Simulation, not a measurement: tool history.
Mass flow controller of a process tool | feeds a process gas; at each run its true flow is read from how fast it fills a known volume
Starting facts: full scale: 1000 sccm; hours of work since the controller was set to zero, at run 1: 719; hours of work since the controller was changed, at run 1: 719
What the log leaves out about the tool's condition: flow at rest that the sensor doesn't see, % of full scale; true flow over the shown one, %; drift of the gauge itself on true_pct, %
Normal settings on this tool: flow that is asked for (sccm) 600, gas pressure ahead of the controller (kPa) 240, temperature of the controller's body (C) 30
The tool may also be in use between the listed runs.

run	hour	flow that is asked for (sccm)	gas pressure ahead of the controller (kPa)	temperature of the controller's body (C)	hours of work since the controller was set to zero	hours of work since the controller was changed	true flow (%)
1	0.0	600	240	30	719	719	98.99
2	277.9	600	240	30	803	803	98.97
3	473.8	600	240	21	862	862	98.70
4	935.3	600	240	21	1002	1002	98.86
5	1293.3	600	240	21	1111	1111	98.80
6	1635.2	600	240	21	1215	1215	99.03
7	2079.3	600	240	21	1349	1349	99.21
8	2458.0	600	240	21	1464	1464	99.09
9	2832.5	600	240	21	1578	1578	99.23
10	3035.1	600	240	21	1639	1639	99.22
11	3236.0	600	240	21	1700	1700	99.29
12	3484.7	600	240	21	1776	1776	99.27
13	3726.8	600	240	21	1849	1849	99.32
14	4076.7	600	240	21	1955	1955	99.34
15	4354.3	230	240	21	2039	2039	98.14
16	4729.2	230	240	21	2153	2153	98.30
17	5168.5	230	240	21	2286	2286	98.15
18	5403.6	230	240	21	2358	2358	98.24
19	5654.2	205	165	30	2434	2434	98.10
20	5902.4	116	240	39	2509	2509	98.44
21	6153.7	116	240	39	2585	2585	98.57
22	6602.5	116	240	39	2721	2721	98.66
23	7043.8	116	240	39	2855	2855	98.61
24	7285.8	116	154	33	2928	2928	97.94
25	7722.1	810	174	36	3061	3061	100.61
26	8086.9	128	240	39	3171	3171	98.83

What if the next run were any one of these 5? Each begins from the tool's condition after run 26:
A	8486.3	435	154	28	3292	3292	?
B	8486.3	128	185	39	3292	3292	?
C	8486.3	352	240	34	3292	3292	?
D	8486.3	128	236	38	3292	3292	?
E	8486.3	555	170	27	3292	3292	?

run	true flow (%)
A	99.01
B	98.53
C	99.48
D	98.92
E	99.61
Without the tool's unlogged condition, the same runs would have read:
run	true flow (%)
A	97.84
B	97.37
C	98.32
D	97.75
E	98.44
